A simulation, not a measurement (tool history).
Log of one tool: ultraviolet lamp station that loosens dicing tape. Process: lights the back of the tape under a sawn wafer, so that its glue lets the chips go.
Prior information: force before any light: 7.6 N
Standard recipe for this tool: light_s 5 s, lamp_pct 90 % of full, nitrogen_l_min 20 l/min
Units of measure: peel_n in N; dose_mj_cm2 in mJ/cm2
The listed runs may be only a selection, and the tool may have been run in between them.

| run | hour | light_s | lamp_pct | nitrogen_l_min | peel_n | dose_mj_cm2 |
|---|---|---|---|---|---|---|
| 1 | 0.0 | 5 | 90 | 20 | 0.648 | 272 |
| 2 | 14.5 | 5 | 90 | 20 | 0.686 | 266 |
|  | 36.0 | window cleaned of glue's vapour |
| 3 | 36.2 | 5 | 90 | 20 | 0.593 | 285 |
| 4 | 63.8 | 5 | 90 | 20 | 0.588 | 282 |
| 5 | 81.9 | 5 | 90 | 20 | 0.592 | 282 |
| 6 | 101.4 | 5 | 90 | 20 | 0.613 | 276 |
| 7 | 128.2 | 5 | 90 | 20 | 0.609 | 277 |
| 8 | 140.2 | 5 | 90 | 7 | 1.076 | 280 |
| 9 | 164.3 | 5 | 90 | 21 | 0.623 | 277 |
| 10 | 178.1 | 5 | 90 | 21 | 0.625 | 274 |
| 11 | 202.8 | 5 | 90 | 21 | 0.633 | 273 |
| 12 | 222.1 | 5 | 90 | 21 | 0.661 | 270 |
| 13 | 249.2 | 5 | 90 | 21 | 0.665 | 272 |
| 14 | 272.1 | 3 | 90 | 20 | 1.700 | 159 |
| 15 | 287.9 | 3 | 90 | 20 | 1.771 | 157 |
| 16 | 300.0 | 2 | 67 | 31 | 3.335 | 79 |
| 17 | 321.3 | 9 | 70 | 19 | 0.332 | 372 |
| 18 | 341.5 | 3 | 64 | 19 | 2.634 | 114 |
| 19 | 365.9 | 2 | 78 | 11 | 3.670 | 90 |
| 20 | 392.7 | 2 | 84 | 20 | 3.121 | 97 |
| 21 | 416.6 | 2 | 62 | 25 | 3.660 | 69 |
| 22 | 440.1 | 2 | 67 | 17 | 3.657 | 75 |
| 23 | 455.1 | 3 | 72 | 38 | 2.024 | 123 |
| 24 | 481.2 | 3 | 72 | 38 | 2.059 | 121 |
| 25 | 505.2 | 4 | 78 | 23 | 1.468 | 178 |
| 26 | 519.4 | 4 | 78 | 23 | 1.432 | 173 |
| 27 | 534.8 | 2 | 90 | 30 | 2.769 | 100 |
| 28 | 550.7 | 5 | 90 | 11 | 1.057 | 252 |
| 29 | 567.7 | 5 | 79 | 11 | 1.360 | 218 |
| 30 | 587.1 | 9 | 61 | 20 | 0.516 | 296 |

5 ways to go on from here, each from the tool as it stands after run 30. What would each give?
| A | 612.8 | 2 | 80 | 36 | ? | ? |
| B | 612.8 | 3 | 88 | 30 | ? | ? |
| C | 612.8 | 9 | 60 | 7 | ? | ? |
| D | 612.8 | 9 | 78 | 20 | ? | ? |
| E | 612.8 | 4 | 90 | 20 | ? | ? |

| run | peel_n | dose_mj_cm2 |
|---|---|---|
| A | 3.122 | 88 |
| B | 1.719 | 141 |
| C | 0.974 | 292 |
| D | 0.298 | 380 |
| E | 1.250 | 195 |
With no hidden state in the tool, these same runs would have given:
| run | peel_n | dose_mj_cm2 |
|---|---|---|
| A | 2.594 | 106 |
| B | 1.291 | 170 |
| C | 0.661 | 352 |
| D | 0.191 | 458 |
| E | 0.882 | 235 |

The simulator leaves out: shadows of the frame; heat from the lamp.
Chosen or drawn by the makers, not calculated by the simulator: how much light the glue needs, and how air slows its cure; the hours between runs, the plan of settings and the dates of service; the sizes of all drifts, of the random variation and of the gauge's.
